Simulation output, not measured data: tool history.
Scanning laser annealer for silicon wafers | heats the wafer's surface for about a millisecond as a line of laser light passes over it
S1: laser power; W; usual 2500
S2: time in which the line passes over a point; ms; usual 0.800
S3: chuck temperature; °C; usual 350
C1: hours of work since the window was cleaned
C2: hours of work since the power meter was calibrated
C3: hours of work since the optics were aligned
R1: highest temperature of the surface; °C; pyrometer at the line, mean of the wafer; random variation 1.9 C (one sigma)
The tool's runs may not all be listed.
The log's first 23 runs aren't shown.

run    hour    S1     S2   S3   C1    C2   C3    R1
 24  1169.7  2211  0.991  343  588  1293  207  1059
     1208.3  -- window over the wafer cleaned
 25  1243.6  2211  0.905  341   19  1331  246  1052
 26  1294.1  2211  0.905  341   45  1358  272  1051
 27  1335.2  2363  0.905  341   67  1379  294  1109
 28  1366.7  2142  0.937  350   84  1396  311  1046
 29  1434.9  2426  0.937  355  120  1432  347  1151
 30  1506.5  2461  0.709  339  158  1470  385  1055
 31  1572.6  2461  0.709  339  193  1505  420  1052
 32  1623.7  2672  0.935  339  220  1533  447  1221

5 ways to go on from here, each from the tool as it stands after run 32. What would each give?
  A  1694.5  2298  0.955  350  258  1570  485   ?
  B  1694.5  2672  0.804  336  258  1570  485   ?
  C  1694.5  2450  0.918  350  258  1570  485   ?
  D  1694.5  2672  0.790  389  258  1570  485   ?
  E  1694.5  2727  0.800  315  258  1570  485   ?

run    R1
  A  1099
  B  1155
  C  1142
  D  1209
  E  1153
Without the tool's hidden state the same runs would have given:
run    R1
  A  1111
  B  1168
  C  1155
  D  1222
  E  1167
